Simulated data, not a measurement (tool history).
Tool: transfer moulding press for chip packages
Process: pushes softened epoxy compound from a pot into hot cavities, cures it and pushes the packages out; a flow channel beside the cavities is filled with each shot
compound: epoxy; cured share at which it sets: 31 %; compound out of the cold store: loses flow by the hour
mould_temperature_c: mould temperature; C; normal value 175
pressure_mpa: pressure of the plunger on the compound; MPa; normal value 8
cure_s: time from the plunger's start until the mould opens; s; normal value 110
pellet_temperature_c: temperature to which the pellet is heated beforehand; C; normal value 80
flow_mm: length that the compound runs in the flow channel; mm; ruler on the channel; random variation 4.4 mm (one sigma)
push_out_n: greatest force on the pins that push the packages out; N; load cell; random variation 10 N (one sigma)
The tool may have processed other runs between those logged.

run    hour  mould_temperature_c  pressure_mpa  cure_s  pellet_temperature_c  incoming compound's hours out of the cold store  flow_mm  push_out_n
  1       0                  175             8     110                    80                                             31.8      540         475
  2    76.7                  175             8     110                    80                                             33.6      533         472
       87.4  -- cavities cleaned with cleaning compound and waxed
      101.3  -- mould's thermocouples calibrated
      126.5  -- plunger's sealing rings changed
  3     154                  175          9.79     110                    80                                             41.8      565         452
      190.5  -- cavities cleaned with cleaning compound and waxed
  4   200.8                  175          9.79     110                    80                                             35.7      586         485
  5   275.7                  168             8     110                    80                                             32.5      558         703
      285.2  -- cavities cleaned with cleaning compound and waxed
  6   342.7                  175             8     110                    80                                             39.2      515         452
      355.9  -- plunger's sealing rings changed
      383.1  -- cavities cleaned with cleaning compound and waxed
  7   415.1                  175             8     110                    90                                             23.5      565         466
  8   451.6                  175             8     110                    90                                             10.7      601         478
      478.6  -- cavities cleaned with cleaning compound and waxed
  9   507.2                  175             8     110                    90                                             25.9      556         458
 10   553.6                  175             8     110                    90                                             20.3      565         467
      573.2  -- cavities cleaned with cleaning compound and waxed
      587.6  -- plunger's sealing rings changed
 11   633.2                  175             8     110                    80                                             30.6      540         466
      672.6  -- cavities cleaned with cleaning compound and waxed
 12   687.7                  175             8     110                    80                                             26.6      553         465
 13   726.1                  175          7.36     110                    80                                             45.4      482         478
      770.3  -- cavities cleaned with cleaning compound and waxed
 14   788.1                  175          7.36     110                    80                                             21.5      542         485
      814.1  -- plunger's sealing rings changed
 15   831.9                  179          7.36     110                    80                                             45.3      473         437
      872.2  -- cavities cleaned with cleaning compound and waxed
 16   878.4                  169          6.39     133                    90                                             11.3      550         483
      919.7  -- mould's thermocouples calibrated
 17   952.2                  169          6.39     133                    90                                             30.7      498         458
      970.4  -- cavities cleaned with cleaning compound and waxed
 18    1028                  181          7.25     125                    80                                             46.6      460         413
     1040.6  -- plunger's sealing rings changed
     1070.7  -- cavities cleaned with cleaning compound and waxed
 19  1077.5                  181          7.25     125                    80                                             38.1      478         404
 20  1110.1                  181          7.25     125                    80                                             21.8      523         420
 21  1157.3                  181          7.25     125                    89                                             41.9      476         396
     1165.9  -- cavities cleaned with cleaning compound and waxed
 22  1223.5                  181          7.25     125                    89                                             37.1      490         405
       1263  -- cavities cleaned with cleaning compound and waxed
     1270.5  -- plunger's sealing rings changed
 23    1302                  171           9.4     125                    89                                             32.4      596         484
       1361  -- cavities cleaned with cleaning compound and waxed
 24    1361                  171          6.67     146                    89                                             34.5      495         422
 25  1435.5                  171          6.67     146                    89                                             25.9      523         444
     1456.2  -- cavities cleaned with cleaning compound and waxed
     1495.1  -- plunger's sealing rings changed
 26  1505.9                  167             8     113                    80                                               41      535         689
     1558.9  -- cavities cleaned with cleaning compound and waxed
 27    1569                  175             8     122                    80                                             29.6      543         437
 28  1642.1                  177           8.3     119                    79                                               34      530         439

Some steps in push_out_n between neighbouring runs. How much of each would the tool show without its hidden state too (settings, what came in, random variation), and how much is left for the hidden state, with any gauge scatter that isn't in both results?
The hidden state here: true mould temperature over the reading, C; pressure that reaches the compound, % of what is set; grip of the stained cavities, % over clean ones'; drift of the gauge itself on flow_mm, %; drift of the gauge itself on push_out_n, %.
Run 1 -> 2: nothing adjusted, nothing logged. push_out_n -3 N: hidden state +6, all else -9.
Run 4 -> 5: mould_temperature_c 175 -> 168, pressure_mpa 9.79 -> 8. push_out_n +218 N: hidden state +9, all else +209.
Run 5 -> 6: mould_temperature_c 168 -> 175, cavities cleaned with cleaning compound and waxed. push_out_n -251 N: hidden state -5, all else -246.
Run 26 -> 27: mould_temperature_c 167 -> 175, cure_s 113 -> 122, cavities cleaned with cleaning compound and waxed. push_out_n -252 N: hidden state -6, all else -246.

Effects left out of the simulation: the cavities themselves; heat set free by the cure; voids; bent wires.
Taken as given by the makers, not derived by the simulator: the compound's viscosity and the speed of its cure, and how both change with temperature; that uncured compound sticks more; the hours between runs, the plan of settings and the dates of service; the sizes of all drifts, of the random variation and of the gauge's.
